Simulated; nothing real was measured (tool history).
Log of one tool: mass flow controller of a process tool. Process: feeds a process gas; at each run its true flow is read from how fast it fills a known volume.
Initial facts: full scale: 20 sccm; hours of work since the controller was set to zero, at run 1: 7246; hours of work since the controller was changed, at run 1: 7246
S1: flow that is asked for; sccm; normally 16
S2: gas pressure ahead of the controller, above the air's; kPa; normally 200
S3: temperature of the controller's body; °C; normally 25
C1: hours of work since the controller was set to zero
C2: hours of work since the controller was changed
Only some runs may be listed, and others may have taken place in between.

Run 1, day 0.000: usual settings; C1 7246; C2 7246. Result: true flow (%) 103.52.
Run 2, day 14.554: usual settings; C1 7412; C2 7412. Result: true flow (%) 103.38.
Run 3, day 25.762: usual settings but S2 194 kPa; C1 7539; C2 7539. Result: true flow (%) 103.62.
Run 4, day 37.242: usual settings but S2 194 kPa, S3 40 °C; C1 7670; C2 7670. Result: true flow (%) 104.46.
At day 51.508: controller's zero set anew.
Run 5, day 52.158: usual settings but S3 30 °C; C1 7; C2 7839. Result: true flow (%) 102.96.
At day 68.729: controller exchanged for a calibrated one.
Run 6, day 69.983: usual settings but S3 30 °C; C1 14; C2 14. Result: true flow (%) 99.25.
Run 7, day 85.150: usual settings; C1 187; C2 187. Result: true flow (%) 99.20.
Run 8, day 103.358: usual settings; C1 394; C2 394. Result: true flow (%) 99.26.
Run 9, day 113.625: usual settings; C1 511; C2 511. Result: true flow (%) 99.39.
Run 10, day 122.533: usual settings; C1 612; C2 612. Result: true flow (%) 99.36.
Run 11, day 135.150: usual settings but S3 33 °C; C1 756; C2 756. Result: true flow (%) 99.86.
Run 12, day 146.425: usual settings but S3 33 °C; C1 884; C2 884. Result: true flow (%) 99.94.
Run 13, day 163.521: usual settings but S3 33 °C; C1 1078; C2 1078. Result: true flow (%) 100.19.
Run 14, day 174.879: usual settings but S3 33 °C; C1 1208; C2 1208. Result: true flow (%) 100.18.
Run 15, day 191.204: usual settings but S1 4 sccm, S3 33 °C; C1 1393; C2 1393. Result: true flow (%) 98.88.
Run 16, day 208.004: usual settings but S1 2 sccm; C1 1584; C2 1584. Result: true flow (%) 99.08.
Run 17, day 220.525: usual settings but S1 2 sccm; C1 1727; C2 1727. Result: true flow (%) 99.39.
Run 18, day 235.979: usual settings; C1 1903; C2 1903. Result: true flow (%) 100.28.
Run 19, day 255.046: usual settings but S3 36 °C; C1 2119; C2 2119. Result: true flow (%) 100.92.
Run 20, day 274.050: usual settings but S3 36 °C; C1 2336; C2 2336. Result: true flow (%) 100.94.
Run 21, day 286.329: usual settings but S3 36 °C; C1 2475; C2 2475. Result: true flow (%) 101.06.
Run 22, day 294.229: usual settings but S3 36 °C; C1 2565; C2 2565. Result: true flow (%) 101.14.
Run 23, day 308.117: usual settings but S3 36 °C; C1 2723; C2 2723. Result: true flow (%) 101.29.
Run 24, day 323.554: usual settings but S3 36 °C; C1 2899; C2 2899. Result: true flow (%) 101.47.
Run 25, day 333.892: usual settings; C1 3016; C2 3016. Result: true flow (%) 100.85.
Run 26, day 350.238: usual settings but S1 13 sccm, S3 36 °C; C1 3202; C2 3202. Result: true flow (%) 101.09.
Run 27, day 359.054: usual settings but S1 13 sccm, S3 38 °C; C1 3303; C2 3303. Result: true flow (%) 101.39.
Run 28, day 370.896: usual settings but S1 7 sccm, S2 218 kPa, S3 37 °C; C1 3437; C2 3437. Result: true flow (%) 100.58.
Run 29, day 387.971: usual settings but S1 5 sccm, S2 264 kPa, S3 36 °C; C1 3632; C2 3632. Result: true flow (%) 100.55.
Run 30, day 403.462: usual settings but S1 5 sccm, S2 264 kPa, S3 36 °C; C1 3808; C2 3808. Result: true flow (%) 100.78.
Run 31, day 419.704: usual settings but S1 3 sccm, S2 208 kPa, S3 29 °C; C1 3993; C2 3993. Result: true flow (%) 101.72.
Run 32, day 432.375: usual settings but S1 11 sccm, S3 35 °C; C1 4137; C2 4137. Result: true flow (%) 101.48.
Run 33, day 451.146: usual settings but S1 4 sccm, S2 273 kPa; C1 4350; C2 4350. Result: true flow (%) 101.01.
Run 34, day 467.733: usual settings but S1 13 sccm, S2 201 kPa, S3 31 °C; C1 4539; C2 4539. Result: true flow (%) 101.86.
Run 35, day 481.238: usual settings but S1 3 sccm, S2 239 kPa, S3 21 °C; C1 4692; C2 4692. Result: true flow (%) 101.82.
Run 36, day 490.658: usual settings but S1 12 sccm, S2 264 kPa, S3 35 °C; C1 4800; C2 4800. Result: true flow (%) 101.77.
Run 37, day 508.796: usual settings but S1 4 sccm, S2 264 kPa, S3 32 °C; C1 5006; C2 5006. Result: true flow (%) 101.93.
Run 38, day 523.583: usual settings but S1 4 sccm, S2 264 kPa, S3 32 °C; C1 5174; C2 5174. Result: true flow (%) 102.21.
Run 39, day 536.550: usual settings but S1 3 sccm; C1 5322; C2 5322. Result: true flow (%) 103.04.
Run 40, day 555.462: usual settings but S1 5 sccm, S2 162 kPa; C1 5537; C2 5537. Result: true flow (%) 102.37.
Run 41, day 569.279: usual settings but S1 5 sccm, S2 238 kPa, S3 40 °C; C1 5694; C2 5694. Result: true flow (%) 102.82.
Run 42, day 583.100: usual settings but S1 3 sccm, S2 154 kPa, S3 22 °C; C1 5851; C2 5851. Result: true flow (%) 103.79.
Run 43, day 594.246: usual settings but S1 12 sccm, S2 179 kPa, S3 22 °C; C1 5978; C2 5978. Result: true flow (%) 102.25.
Run 44, day 610.492: usual settings but S1 3 sccm, S3 40 °C; C1 6163; C2 6163. Result: true flow (%) 104.64.
Run 45, day 620.538: usual settings but S1 3 sccm, S3 40 °C; C1 6277; C2 6277. Result: true flow (%) 104.82.
Run 46, day 634.942: usual settings but S1 3 sccm, S2 184 kPa, S3 39 °C; C1 6441; C2 6441. Result: true flow (%) 105.05.
Run 47, day 652.133: usual settings but S3 33 °C; C1 6637; C2 6637. Result: true flow (%) 103.59.
Run 48, day 670.329: usual settings but S3 33 °C; C1 6843; C2 6843. Result: true flow (%) 103.69.
Run 49, day 680.921: usual settings but S3 33 °C; C1 6964; C2 6964. Result: true flow (%) 103.71.

Across each entry between runs, compare the hidden state at the last listed run before it with the hidden state at the first listed run after it:
Logged between run 4 and run 5: controller's zero set anew (day 51.508)
  flow at rest that the sensor doesn't see, % of full scale: 0.839 -> 0.012; true flow over the shown one, %: 3.35 -> 3.43
  what was measured, less what the result would be without the hidden state, true flow (%): +4.40 -> +3.44
Logged between run 5 and run 6: controller exchanged for a calibrated one (day 68.729)
  flow at rest that the sensor doesn't see, % of full scale: 0.012 -> 0.031; true flow over the shown one, %: 3.43 -> -0.27
  what was measured, less what the result would be without the hidden state, true flow (%): +3.44 -> -0.23

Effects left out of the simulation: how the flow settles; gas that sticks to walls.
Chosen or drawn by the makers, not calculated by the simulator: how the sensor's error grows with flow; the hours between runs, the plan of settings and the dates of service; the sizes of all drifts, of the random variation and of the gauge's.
